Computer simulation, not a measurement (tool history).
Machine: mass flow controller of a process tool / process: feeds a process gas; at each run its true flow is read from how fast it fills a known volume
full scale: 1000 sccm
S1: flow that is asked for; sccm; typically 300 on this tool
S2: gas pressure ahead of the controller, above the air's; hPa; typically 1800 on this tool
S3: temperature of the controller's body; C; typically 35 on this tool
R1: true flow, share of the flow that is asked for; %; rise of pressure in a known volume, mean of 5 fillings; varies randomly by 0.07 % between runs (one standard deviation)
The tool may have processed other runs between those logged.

run	hour	S1	S2	S3	R1
1	0.0	300	1800	35	97.17
2	215.6	300	1800	35	97.30
3	366.0	300	1800	35	97.18
4	579.6	300	1800	20	97.74
5	804.7	300	1800	35	97.10
6	921.2	300	1800	35	97.22
7	1057.7	300	1800	35	97.14
8	1186.5	300	1800	35	97.11
9	1415.0	300	1800	35	97.17
10	1552.8	300	1800	35	97.05
11	1667.2	300	1780	22	97.52
12	1796.5	300	1780	22	97.64
13	1983.0	638	1780	38	98.51
14	2103.4	638	1780	24	99.09
15	2278.5	104	1530	34	94.69
16	2478.0	575	2570	35	97.91
17	2675.8	738	2020	26	99.23
18	2864.2	738	2020	26	99.17
19	3008.6	738	2020	26	99.20

For some of the steps in R1 from one run to the next: how much would appear even if the tool had no hidden state, given the settings, what came in and random variation, and how much remains for the hidden state plus any gauge scatter that the measured result and the result without hidden state don't share?
What the log doesn't record here: flow at rest that the sensor doesn't see, % of full scale; true flow over the shown one, %; drift of the gauge itself on true_pct, %.
Run 14 -> 15: S1 638 -> 104, S2 1780 -> 1530, S3 24 -> 34. R1 -4.40 %: hidden state -2.56, all else -1.84.
